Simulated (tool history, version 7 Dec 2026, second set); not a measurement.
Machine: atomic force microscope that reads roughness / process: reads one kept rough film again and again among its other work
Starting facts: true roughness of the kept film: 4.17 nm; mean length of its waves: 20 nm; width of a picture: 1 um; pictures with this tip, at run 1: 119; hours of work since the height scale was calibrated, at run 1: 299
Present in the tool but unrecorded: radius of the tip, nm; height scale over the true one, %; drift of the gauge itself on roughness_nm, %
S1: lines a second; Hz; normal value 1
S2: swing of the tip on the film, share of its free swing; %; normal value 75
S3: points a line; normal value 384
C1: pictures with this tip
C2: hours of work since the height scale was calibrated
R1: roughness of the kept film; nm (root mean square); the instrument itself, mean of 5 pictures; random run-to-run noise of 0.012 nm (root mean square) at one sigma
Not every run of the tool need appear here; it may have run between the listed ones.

| run | hour | S1 | S2 | S3 | C1 | C2 | R1 |
|---|---|---|---|---|---|---|---|
| 1 | 0 | 1 | 75 | 384 | 119 | 299 | 2.207 |
| 2 | 41 | 1 | 75 | 384 | 152 | 318 | 2.114 |
| 3 | 73.9 | 1 | 75 | 384 | 178 | 334 | 2.017 |
|  | 80.8 | new tip fitted |
| 4 | 103.2 | 1 | 75 | 384 | 18 | 347 | 2.72 |
| 5 | 123.9 | 1 | 75 | 384 | 34 | 357 | 2.62 |
| 6 | 157.1 | 1 | 75 | 384 | 61 | 373 | 2.508 |
| 7 | 193 | 1 | 75 | 956 | 90 | 390 | 2.398 |
| 8 | 217.8 | 1 | 75 | 956 | 109 | 401 | 2.337 |
| 9 | 241.5 | 1 | 75 | 384 | 128 | 413 | 2.218 |
| 10 | 278.9 | 1 | 75 | 384 | 158 | 430 | 2.131 |
| 11 | 299.7 | 1 | 90 | 384 | 175 | 440 | 2.032 |
|  | 310.1 | new tip fitted |
| 12 | 319.2 | 1 | 90 | 384 | 7 | 449 | 2.681 |
| 13 | 353.6 | 2.93 | 75 | 384 | 34 | 465 | 2.499 |
| 14 | 377.2 | 2.93 | 75 | 384 | 53 | 476 | 2.396 |
| 15 | 400.5 | 1 | 75 | 883 | 72 | 487 | 2.46 |
| 16 | 434.4 | 1 | 75 | 883 | 99 | 503 | 2.359 |
| 17 | 464.8 | 1 | 75 | 883 | 123 | 518 | 2.251 |
| 18 | 486.7 | 1 | 75 | 368 | 141 | 528 | 2.153 |
| 19 | 507.4 | 1 | 75 | 368 | 157 | 538 | 2.12 |
| 20 | 532.1 | 1 | 75 | 368 | 177 | 550 | 2.068 |
|  | 541.7 | new tip fitted |
| 21 | 564.2 | 1 | 75 | 384 | 18 | 565 | 2.705 |
| 22 | 601.3 | 1 | 67 | 384 | 48 | 582 | 2.54 |
| 23 | 638.1 | 1 | 59 | 384 | 77 | 599 | 2.449 |
| 24 | 677.2 | 1 | 75 | 384 | 108 | 618 | 2.291 |
| 25 | 700.1 | 2.3 | 75 | 384 | 127 | 629 | 2.15 |
| 26 | 724.1 | 2.1 | 75 | 384 | 146 | 640 | 2.092 |
| 27 | 751.4 | 2.1 | 75 | 384 | 167 | 653 | 2.038 |
|  | 773.9 | new tip fitted |
| 28 | 774.7 | 0.67 | 73 | 747 | 1 | 664 | 2.778 |
| 29 | 810.8 | 0.67 | 59 | 398 | 29 | 681 | 2.636 |
| 30 | 835.8 | 0.67 | 72 | 824 | 49 | 692 | 2.541 |
| 31 | 876.5 | 1 | 87 | 266 | 82 | 712 | 2.275 |
| 32 | 903.1 | 1 | 87 | 266 | 103 | 724 | 2.201 |
| 33 | 942.4 | 1 | 87 | 266 | 135 | 743 | 2.07 |
| 34 | 980.9 | 1 | 57 | 384 | 165 | 761 | 2.071 |
|  | 1004.1 | new tip fitted |
| 35 | 1014.9 | 1 | 57 | 384 | 9 | 777 | 2.78 |
| 36 | 1048.1 | 2.04 | 72 | 384 | 35 | 792 | 2.581 |
| 37 | 1071.4 | 2.04 | 72 | 384 | 54 | 803 | 2.496 |
| 38 | 1101.4 | 2.34 | 85 | 766 | 78 | 818 | 2.312 |
| 39 | 1141.1 | 1 | 75 | 319 | 110 | 836 | 2.281 |
| 40 | 1178.6 | 0.51 | 74 | 269 | 140 | 854 | 2.16 |
| 41 | 1219.6 | 1.37 | 63 | 581 | 172 | 873 | 2.102 |
|  | 1233 | new tip fitted |
| 42 | 1247.4 | 1.26 | 81 | 384 | 11 | 886 | 2.647 |
| 43 | 1285.2 | 1.26 | 57 | 455 | 41 | 904 | 2.593 |
| 44 | 1316.7 | 1.26 | 57 | 455 | 66 | 919 | 2.468 |
| 45 | 1354.3 | 2.89 | 57 | 874 | 96 | 937 | 2.348 |
| 46 | 1374.4 | 2.89 | 57 | 874 | 113 | 946 | 2.281 |
| 47 | 1400.2 | 2.43 | 72 | 290 | 133 | 958 | 2.088 |
| 48 | 1417.9 | 2.43 | 72 | 290 | 147 | 967 | 2.045 |
| 49 | 1442.4 | 0.62 | 69 | 760 | 167 | 978 | 2.106 |
|  | 1464.5 | new tip fitted |
| 50 | 1484.8 | 1 | 89 | 427 | 16 | 998 | 2.657 |
| 51 | 1511.6 | 3.93 | 89 | 427 | 38 | 1011 | 2.276 |
| 52 | 1549.4 | 3.93 | 89 | 427 | 68 | 1029 | 2.141 |

3 ways to go on from here, each from the tool as it stands after run 52. What would each give?
| A | 1579.2 | 0.75 | 82 | 384 | 92 | 1043 | ? |
| B | 1579.2 | 1.47 | 89 | 362 | 92 | 1043 | ? |
| C | 1579.2 | 3.39 | 75 | 772 | 92 | 1043 | ? |

| run | R1 |
|---|---|
| A | 2.334 |
| B | 2.244 |
| C | 2.275 |
What these runs would have given with no unlogged condition in the tool:
| run | R1 |
|---|---|
| A | 2.818 |
| B | 2.709 |
| C | 2.746 |
